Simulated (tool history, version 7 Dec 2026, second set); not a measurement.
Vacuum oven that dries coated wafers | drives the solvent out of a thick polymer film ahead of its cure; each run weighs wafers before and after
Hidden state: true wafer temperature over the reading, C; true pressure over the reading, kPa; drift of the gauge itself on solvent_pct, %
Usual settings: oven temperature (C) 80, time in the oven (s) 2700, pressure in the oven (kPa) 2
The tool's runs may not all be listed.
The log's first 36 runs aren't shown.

run   hour  oven temperature (C)  time in the oven (s)  pressure in the oven (kPa)  hours of work since the thermocouples were calibrated  hours of work since the vacuum gauge was cleaned of residue  solvent left in the film (%)
 37  329.5                    86                  2700                        2.58                                                    505                                                          275                          3.15
 38  336.5                    69                  1380                        5.26                                                    510                                                          280                         12.38
 39  348.8                    69                  1380                        5.26                                                    518                                                          288                         12.42
 40  360.7                    77                  1380                        5.26                                                    525                                                          296                          9.87
 41  369.6                    89                  4380                        2.33                                                    531                                                          302                          1.99
 42  376.2                    86                  2340                        1.07                                                    535                                                          306                          2.28
 43  387.3                    86                  2340                        1.07                                                    543                                                          313                          2.28
 44  398.2                    77                  2160                        1.07                                                    550                                                          320                          4.33
 45  405.3                    74                  2160                        1.07                                                    554                                                          325                          5.03
 46  411.3                    84                  1380                        1.55                                                    558                                                          329                          5.04

Forecast each of these 3 alternatives for the next run:
  A   423                    83                  3360                         6.2                                                    566                                                          336                             ?
  B   423                    68                  2340                           2                                                    566                                                          336                             ?
  C   423                    80                  3060                        4.38                                                    566                                                          336                             ?

run  solvent left in the film (%)
  A                          6.74
  B                          7.46
  C                          5.92
Without the tool's hidden state the same runs would have given:
run  solvent left in the film (%)
  A                          6.88
  B                          7.56
  C                          6.04
